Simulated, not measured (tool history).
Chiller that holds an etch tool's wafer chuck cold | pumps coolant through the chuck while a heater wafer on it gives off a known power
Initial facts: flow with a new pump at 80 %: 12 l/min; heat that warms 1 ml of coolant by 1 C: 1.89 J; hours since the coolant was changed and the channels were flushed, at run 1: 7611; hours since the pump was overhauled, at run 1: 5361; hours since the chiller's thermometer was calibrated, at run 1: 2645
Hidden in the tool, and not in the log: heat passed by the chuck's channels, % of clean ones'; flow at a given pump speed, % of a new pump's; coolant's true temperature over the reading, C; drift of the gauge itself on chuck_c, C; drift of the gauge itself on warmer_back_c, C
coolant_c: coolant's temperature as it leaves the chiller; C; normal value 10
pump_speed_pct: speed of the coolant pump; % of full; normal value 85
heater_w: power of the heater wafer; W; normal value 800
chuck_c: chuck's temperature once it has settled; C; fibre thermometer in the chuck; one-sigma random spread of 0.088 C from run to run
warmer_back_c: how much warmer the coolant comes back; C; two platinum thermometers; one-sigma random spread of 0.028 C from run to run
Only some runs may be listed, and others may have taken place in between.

run	hour	coolant_c	pump_speed_pct	heater_w	hours since the coolant was changed and the channels were flushed	hours since the pump was overhauled	hours since the chiller's thermometer was calibrated	chuck_c	warmer_back_c
1	0	10	85	800	7611	5361	2645	15.06	2.11
2	178.7	10	85	800	7790	5540	2824	15.26	2.12
3	376.4	10	85	800	7987	5737	3022	15.03	2.12
4	538.7	10	85	800	8150	5900	3184	15.06	2.14
5	721.8	10	85	800	8333	6083	3367	15.05	2.16
# hour 745.2: chiller's thermometer calibrated
6	896.4	10	85	800	8506	6256	151	15.41	2.12
7	1079.4	10	85	440	8689	6439	334	12.88	1.18
8	1171.4	10	96	440	8781	6531	426	12.62	1.01
9	1310.2	10	96	608	8920	6670	565	13.72	1.39
# hour 1345.6: coolant changed, channels flushed
10	1495.3	10	96	608	150	6849	744	13.35	1.36
11	1634.7	10	96	608	289	6989	883	13.36	1.38
12	1786.6	10	96	608	441	7141	1035	13.3	1.39
13	1972.1	10	96	608	627	7326	1221	13.27	1.39
14	2073.6	10	96	608	728	7428	1322	13.27	1.45
15	2217.4	10	85	411	872	7571	1466	12.65	1.16
16	2373.4	10	85	800	1028	7727	1622	14.96	2.16
17	2480.1	10	87	434	1135	7834	1729	12.68	1.15
18	2563.8	10	85	730	1218	7918	1813	14.54	1.99
19	2650.8	10	76	773	1305	8005	1900	15.35	2.32
20	2807.4	10	76	773	1462	8161	2056	15.49	2.37
21	2891.3	10	71	436	1546	8245	2140	13.42	1.47
22	2980	8	78	663	1634	8334	2229	12.5	1.98
23	3151.9	4	98	866	1806	8506	2401	8.61	1.97
24	3245.9	13	75	878	1900	8600	2495	19.07	2.65
25	3364.1	13	75	878	2019	8718	2613	19.05	2.74
26	3501.7	13	75	878	2156	8856	2750	19.29	2.69
27	3589.9	14	75	878	2244	8944	2839	20.27	2.73
28	3680.9	14	75	878	2335	9035	2930	20.2	2.74
29	3798.2	14	75	740	2453	9152	3047	19.28	2.35
30	3947.9	14	75	740	2602	9302	3197	19.4	2.27
31	4033.8	14	75	740	2688	9388	3283	19.3	2.31
# hour 4134.3: chiller's thermometer calibrated
32	4157.8	14	75	740	2811	9511	23	19.32	2.25

Across each entry between runs, compare the hidden state at the last listed run before it with the hidden state at the first listed run after it:
After run 5, before run 6: chiller's thermometer calibrated (hour 745.2)
  heat passed by the chuck's channels, % of clean ones': 88.2 -> 87.9; flow at a given pump speed, % of a new pump's: 94 -> 93.9; coolant's true temperature over the reading, C: -0.24 -> -0.01
  measured less the result without the state, chuck_c: +0.52 -> +0.77 C; warmer_back_c: +0.13 -> +0.13 C
After run 9, before run 10: coolant changed, channels flushed (hour 1345.6)
  heat passed by the chuck's channels, % of clean ones': 87.4 -> 99.7; flow at a given pump speed, % of a new pump's: 93.5 -> 93.4; coolant's true temperature over the reading, C: -0.03 -> -0.05
  measured less the result without the state, chuck_c: +0.53 -> +0.16 C; warmer_back_c: +0.09 -> +0.09 C
After run 31, before run 32: chiller's thermometer calibrated (hour 4134.3)
  heat passed by the chuck's channels, % of clean ones': 96.3 -> 96.1; flow at a given pump speed, % of a new pump's: 91 -> 90.9; coolant's true temperature over the reading, C: -0.2 -> 0
  measured less the result without the state, chuck_c: +0.4 -> +0.61 C; warmer_back_c: +0.21 -> +0.21 C
